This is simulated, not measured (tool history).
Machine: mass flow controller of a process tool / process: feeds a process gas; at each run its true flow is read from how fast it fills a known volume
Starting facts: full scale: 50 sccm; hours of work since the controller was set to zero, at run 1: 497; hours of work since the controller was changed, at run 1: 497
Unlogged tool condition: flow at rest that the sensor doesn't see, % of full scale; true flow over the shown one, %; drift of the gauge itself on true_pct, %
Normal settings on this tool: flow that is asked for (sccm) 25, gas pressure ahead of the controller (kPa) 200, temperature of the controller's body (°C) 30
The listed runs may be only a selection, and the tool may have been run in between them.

run    hour  flow that is asked for (sccm)  gas pressure ahead of the controller (kPa)  temperature of the controller's body (°C)  hours of work since the controller was set to zero  hours of work since the controller was changed  true flow (%)
  1     0.0                             25                                         200                                         30                                                 497                                             497          99.76
  2    79.8                             25                                         200                                         30                                                 529                                             529          99.68
  3   231.4                             25                                         200                                         35                                                 590                                             590         100.02
  4   351.4                             25                                         200                                         30                                                 638                                             638          99.45
  5   482.1                             25                                         227                                         30                                                 690                                             690          99.47
  6   575.5                             25                                         142                                         30                                                 727                                             727          99.16
  7   726.2                             25                                         142                                         30                                                 788                                             788          98.97
  8   863.7                             25                                         142                                         30                                                 843                                             843          98.90
  9   934.2                             25                                         142                                         30                                                 871                                             871          98.89
 10  1036.4                             25                                         200                                         30                                                 912                                             912          99.04
 11  1179.6                             25                                         200                                         30                                                 969                                             969          99.08
 12  1312.5                             25                                         272                                         30                                                1023                                            1023          99.23
 13  1382.3                             25                                         272                                         30                                                1051                                            1051          99.14
 14  1449.5                             25                                         272                                         30                                                1078                                            1078          99.03
 15  1596.1                             11                                         268                                         21                                                1136                                            1136          97.78
 16  1676.5                             11                                         268                                         21                                                1169                                            1169          97.58
 17  1792.3                             14                                         230                                         23                                                1215                                            1215          97.69
 18  1860.0                             14                                         217                                         36                                                1242                                            1242          98.92
 19  1977.3                             14                                         147                                         36                                                1289                                            1289          98.44
 20  2121.1                             14                                         144                                         36                                                1347                                            1347          98.41
 21  2248.2                             25                                         179                                         25                                                1398                                            1398          97.74
 22  2383.0                             25                                         179                                         25                                                1452                                            1452          97.57
 23  2489.0                             25                                         179                                         39                                                1494                                            1494          98.87
 24  2590.2                             25                                         179                                         39                                                1535                                            1535          98.90
 25  2701.2                             25                                         179                                         39                                                1579                                            1579          98.77
 26  2793.2                             25                                         179                                         39                                                1616                                            1616          98.71
 27  2875.1                             36                                         186                                         29                                                1649                                            1649          98.01
 28  2962.0                             36                                         186                                         29                                                1684                                            1684          98.04

5 ways to go on from here, each from the tool as it stands after run 28. What would each give?
  A  3028.3                             20                                         207                                         27                                                1710                                            1710              ?
  B  3028.3                              5                                         210                                         30                                                1710                                            1710              ?
  C  3028.3                             36                                         160                                         40                                                1710                                            1710              ?
  D  3028.3                             25                                         251                                         21                                                1710                                            1710              ?
  E  3028.3                             25                                         200                                         20                                                1710                                            1710              ?

run  true flow (%)
  A          97.31
  B          97.23
  C          98.80
  D          97.01
  E          96.70
Had the tool no hidden state, the same runs would have come out as:
run  true flow (%)
  A          99.30
  B          99.22
  C         100.82
  D          98.99
  E          98.67
